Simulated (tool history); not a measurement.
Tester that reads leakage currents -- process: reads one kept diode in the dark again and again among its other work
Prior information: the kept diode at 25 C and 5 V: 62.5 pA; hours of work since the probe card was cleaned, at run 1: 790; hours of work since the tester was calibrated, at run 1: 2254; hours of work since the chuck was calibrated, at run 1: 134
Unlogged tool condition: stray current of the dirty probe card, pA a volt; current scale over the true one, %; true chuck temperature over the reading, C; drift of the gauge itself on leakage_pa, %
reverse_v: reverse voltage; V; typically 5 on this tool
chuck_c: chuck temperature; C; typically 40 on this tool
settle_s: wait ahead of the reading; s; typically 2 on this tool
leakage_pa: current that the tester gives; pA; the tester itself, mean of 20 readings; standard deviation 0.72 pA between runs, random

| run | hour | reverse_v | chuck_c | settle_s | hours of work since the probe card was cleaned | hours of work since the tester was calibrated | hours of work since the chuck was calibrated | leakage_pa |
|---|---|---|---|---|---|---|---|---|
| 1 | 0 | 5 | 40 | 2 | 790 | 2254 | 134 | 244.73 |
| 2 | 100.4 | 5 | 40 | 2 | 850 | 2314 | 194 | 244.32 |
| 3 | 175.1 | 1.57 | 40 | 2 | 894 | 2359 | 238 | 155.44 |
| 4 | 220.9 | 1.57 | 43 | 2 | 922 | 2386 | 266 | 198.06 |
| 5 | 280.4 | 5 | 40 | 6.71 | 957 | 2422 | 301 | 241.48 |
| 6 | 332.5 | 5 | 40 | 6.71 | 988 | 2453 | 332 | 239.95 |
| 7 | 426.8 | 5 | 40 | 6.71 | 1045 | 2509 | 389 | 238.31 |
| 8 | 474.3 | 5 | 35 | 6.71 | 1073 | 2538 | 417 | 156.78 |
| 9 | 534.9 | 5 | 31 | 6.71 | 1109 | 2574 | 453 | 111.21 |
| 10 | 622 | 5 | 31 | 6.71 | 1161 | 2626 | 505 | 111.24 |
| 11 | 683.6 | 5 | 31 | 6.71 | 1198 | 2663 | 542 | 110.68 |
| 12 | 763.6 | 2.37 | 31 | 6.71 | 1246 | 2711 | 590 | 81.09 |
| 13 | 824.8 | 2.37 | 31 | 6.71 | 1283 | 2747 | 627 | 80.32 |
| 14 | 875.4 | 2.37 | 31 | 6.71 | 1313 | 2777 | 657 | 80.33 |
| 15 | 962 | 2.37 | 31 | 6.71 | 1365 | 2829 | 709 | 79.8 |
| 16 | 1031.3 | 2.37 | 31 | 6.71 | 1406 | 2871 | 750 | 79.31 |
| 17 | 1077.3 | 2.37 | 31 | 2.17 | 1434 | 2898 | 777 | 79.82 |
| 18 | 1161.8 | 8.67 | 31 | 2.17 | 1484 | 2949 | 828 | 138.16 |
|  | 1205.3 | chuck's temperature calibrated |
| 19 | 1254.4 | 8.67 | 31 | 2.17 | 1538 | 3003 | 29 | 152.11 |
| 20 | 1299.4 | 5 | 40 | 2 | 1565 | 3030 | 56 | 249.12 |
| 21 | 1349.6 | 5 | 53 | 2 | 1595 | 3060 | 86 | 702.2 |
| 22 | 1438.2 | 5 | 53 | 2 | 1648 | 3113 | 139 | 694.3 |
| 23 | 1539.3 | 5 | 22 | 0.37 | 1709 | 3173 | 200 | 58.05 |
|  | 1581.2 | tester calibrated |
| 24 | 1628 | 5 | 22 | 0.37 | 1760 | 28 | 251 | 56.51 |
| 25 | 1720.5 | 11.43 | 40 | 7.79 | 1816 | 83 | 307 | 333.1 |
| 26 | 1764.9 | 1.51 | 24 | 0.9 | 1842 | 110 | 333 | 37.32 |
| 27 | 1830.3 | 1.51 | 24 | 1.9 | 1881 | 149 | 372 | 37.45 |
| 28 | 1920.6 | 1.51 | 24 | 1.9 | 1935 | 203 | 426 | 37.19 |
| 29 | 1997 | 5 | 25 | 2 | 1981 | 249 | 472 | 69.65 |
| 30 | 2065.3 | 5 | 25 | 2 | 2022 | 289 | 513 | 69.23 |
| 31 | 2118.8 | 2.67 | 40 | 5.59 | 2054 | 321 | 545 | 180.21 |
| 32 | 2183.8 | 5 | 55 | 2 | 2093 | 360 | 584 | 753.75 |
| 33 | 2282.4 | 1.55 | 26 | 2 | 2152 | 419 | 643 | 43.88 |
| 34 | 2342.8 | 1.55 | 26 | 2 | 2188 | 455 | 679 | 43.72 |
| 35 | 2420.1 | 5 | 40 | 0.73 | 2234 | 501 | 725 | 228.73 |
| 36 | 2468.6 | 5 | 30 | 0.95 | 2263 | 530 | 754 | 101.85 |
|  | 2504.9 | probe card cleaned and baked |
| 37 | 2524.1 | 5 | 30 | 0.95 | 11 | 562 | 785 | 88.81 |
| 38 | 2624.8 | 1.84 | 57 | 7.28 | 72 | 622 | 846 | 579.03 |
|  | 2641.7 | chuck's temperature calibrated |
| 39 | 2673.6 | 15.15 | 25 | 0.36 | 100 | 650 | 19 | 101.28 |
| 40 | 2748.8 | 15.15 | 25 | 0.36 | 145 | 695 | 64 | 101.05 |
| 41 | 2829.6 | 15.15 | 25 | 0.36 | 193 | 743 | 112 | 101.33 |

Had the tool no unlogged condition, and each run kept its random variation, what would the results have been?
| run | leakage_pa |
|---|---|
| 1 | 238.07 |
| 2 | 239.19 |
| 3 | 154.7 |
| 4 | 198.2 |
| 5 | 239.03 |
| 6 | 238.19 |
| 7 | 238.04 |
| 8 | 154.96 |
| 9 | 108.36 |
| 10 | 108.76 |
| 11 | 108.5 |
| 12 | 81.95 |
| 13 | 81.52 |
| 14 | 81.76 |
| 15 | 81.62 |
| 16 | 81.44 |
| 17 | 82.17 |
| 18 | 133.87 |
| 19 | 134.36 |
| 20 | 237.71 |
| 21 | 688.52 |
| 22 | 685.26 |
| 23 | 48.42 |
| 24 | 48.48 |
| 25 | 325.43 |
| 26 | 36.23 |
| 27 | 36.47 |
| 28 | 36.37 |
| 29 | 62.85 |
| 30 | 62.54 |
| 31 | 188.69 |
| 32 | 802.64 |
| 33 | 44.33 |
| 34 | 44.32 |
| 35 | 239.4 |
| 36 | 99.51 |
| 37 | 100.06 |
| 38 | 645.16 |
| 39 | 100.04 |
| 40 | 99.74 |
| 41 | 99.84 |
